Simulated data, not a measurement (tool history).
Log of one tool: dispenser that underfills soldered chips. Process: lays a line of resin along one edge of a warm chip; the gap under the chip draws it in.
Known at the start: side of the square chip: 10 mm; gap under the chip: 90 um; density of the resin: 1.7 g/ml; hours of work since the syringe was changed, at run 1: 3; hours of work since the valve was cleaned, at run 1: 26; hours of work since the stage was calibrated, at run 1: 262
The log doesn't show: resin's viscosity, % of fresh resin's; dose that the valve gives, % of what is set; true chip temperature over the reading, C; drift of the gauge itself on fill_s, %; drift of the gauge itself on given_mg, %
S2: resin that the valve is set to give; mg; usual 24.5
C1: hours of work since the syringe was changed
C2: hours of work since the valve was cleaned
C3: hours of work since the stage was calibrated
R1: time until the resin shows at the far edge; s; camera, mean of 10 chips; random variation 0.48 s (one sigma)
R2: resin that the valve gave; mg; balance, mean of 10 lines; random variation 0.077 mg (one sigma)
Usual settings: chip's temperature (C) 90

{"run": 1, "hour": 0.0, "chip's temperature (C)": 90, "S2": 24.5, "C1": 3, "C2": 26, "C3": 262, "R1": 43.4, "R2": 24.19}
{"hour": 8.7, "done": "new syringe of resin"}
{"run": 2, "hour": 9.0, "chip's temperature (C)": 90, "S2": 24.5, "C1": 0, "C2": 32, "C3": 268, "R1": 37.3, "R2": 24.21}
{"run": 3, "hour": 14.5, "chip's temperature (C)": 90, "S2": 24.5, "C1": 4, "C2": 36, "C3": 272, "R1": 46.2, "R2": 24.13}
{"run": 4, "hour": 19.1, "chip's temperature (C)": 90, "S2": 24.5, "C1": 8, "C2": 40, "C3": 276, "R1": 59.0, "R2": 24.15}
{"hour": 21.3, "done": "new syringe of resin"}
{"run": 5, "hour": 27.7, "chip's temperature (C)": 90, "S2": 24.5, "C1": 5, "C2": 46, "C3": 282, "R1": 49.2, "R2": 24.02}
{"hour": 33.5, "done": "new syringe of resin"}
{"run": 6, "hour": 34.9, "chip's temperature (C)": 90, "S2": 24.5, "C1": 1, "C2": 51, "C3": 287, "R1": 38.4, "R2": 24.05}
{"run": 7, "hour": 43.1, "chip's temperature (C)": 90, "S2": 24.5, "C1": 7, "C2": 58, "C3": 294, "R1": 56.9, "R2": 23.98}
{"hour": 46.1, "done": "new syringe of resin"}
{"run": 8, "hour": 48.9, "chip's temperature (C)": 85, "S2": 30.8, "C1": 2, "C2": 62, "C3": 298, "R1": 47.9, "R2": 30.05}
{"run": 9, "hour": 56.9, "chip's temperature (C)": 79, "S2": 28.4, "C1": 8, "C2": 68, "C3": 304, "R1": 84.8, "R2": 27.57}
{"hour": 58.7, "done": "new syringe of resin"}
{"run": 10, "hour": 64.0, "chip's temperature (C)": 79, "S2": 28.4, "C1": 4, "C2": 73, "C3": 309, "R1": 62.9, "R2": 27.52}
{"hour": 71.3, "done": "new syringe of resin"}
{"run": 11, "hour": 73.4, "chip's temperature (C)": 79, "S2": 28.4, "C1": 2, "C2": 80, "C3": 316, "R1": 56.3, "R2": 27.5}
{"run": 12, "hour": 81.4, "chip's temperature (C)": 79, "S2": 28.4, "C1": 8, "C2": 86, "C3": 322, "R1": 79.8, "R2": 27.42}

Forecast each of these 4 alternatives for the next run:
{"hour": 83.6, "done": "new syringe of resin"}
{"run": "A", "hour": 89.7, "chip's temperature (C)": 79, "S2": 29.2, "C1": 5, "C2": 92, "C3": 328, "R1": "?", "R2": "?"}
{"hour": 83.6, "done": "new syringe of resin"}
{"run": "B", "hour": 89.7, "chip's temperature (C)": 92, "S2": 27.3, "C1": 5, "C2": 92, "C3": 328, "R1": "?", "R2": "?"}
{"hour": 83.6, "done": "new syringe of resin"}
{"run": "C", "hour": 89.7, "chip's temperature (C)": 79, "S2": 22.6, "C1": 5, "C2": 92, "C3": 328, "R1": "?", "R2": "?"}
{"hour": 83.6, "done": "new syringe of resin"}
{"run": "D", "hour": 89.7, "chip's temperature (C)": 96, "S2": 25.6, "C1": 5, "C2": 92, "C3": 328, "R1": "?", "R2": "?"}

run=A R1=67.5 R2=28.25
run=B R1=43.9 R2=26.23
run=C R1=70.3 R2=21.81
run=D R1=39.8 R2=24.69
Without the tool's hidden state the same runs would have given:
run=A R1=52.4 R2=29.29
run=B R1=34.0 R2=27.18
run=C R1=54.5 R2=22.61
run=D R1=30.8 R2=25.59
